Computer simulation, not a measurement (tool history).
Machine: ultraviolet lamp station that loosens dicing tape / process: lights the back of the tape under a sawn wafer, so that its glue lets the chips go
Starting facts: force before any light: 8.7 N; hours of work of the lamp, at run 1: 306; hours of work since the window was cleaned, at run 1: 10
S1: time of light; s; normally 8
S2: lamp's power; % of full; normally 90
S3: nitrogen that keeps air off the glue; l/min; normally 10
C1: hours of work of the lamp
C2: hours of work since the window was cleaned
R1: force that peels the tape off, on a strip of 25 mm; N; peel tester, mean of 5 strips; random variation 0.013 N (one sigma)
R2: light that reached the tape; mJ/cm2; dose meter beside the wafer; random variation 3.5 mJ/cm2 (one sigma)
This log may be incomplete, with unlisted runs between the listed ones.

run  hour  S1  S2  S3   C1  C2     R1   R2
  1   0.0   8  90  10  306  10  0.730  521
  2   6.1   8  90  10  310  14  0.745  523
  3  16.5   8  90  10  317  20  0.737  520
  4  24.7   8  90  10  322  26  0.749  514
     25.8  -- window cleaned of glue's vapour
  5  32.3   8  90  10  326   4  0.760  513
  6  40.2   5  82  13  331   9  1.901  291
  7  47.7   9  82   8  335  13  0.904  528
  8  58.3   5  86  15  342  20  1.599  304
  9  69.3   5  67  13  349  27  2.385  232
     76.2  -- window cleaned of glue's vapour, once more
 10  82.1   7  77   8  356   4  1.582  383

4 options for the next run, each taken on its own from the tool as it stands now. Forecast them:
  A  95.5   6  86  19  364  12   ?   ?
  B  95.5   8  65  16  364  12   ?   ?
  C  95.5  15  64   7  364  12   ?   ?
  D  95.5   9  62   3  364  12   ?   ?

run     R1   R2
  A  0.976  369
  B  1.066  367
  C  0.533  686
  D  2.625  401
With no hidden state in the tool, these same runs would have given:
run     R1   R2
  A  0.787  408
  B  0.865  406
  C  0.413  758
  D  2.323  443
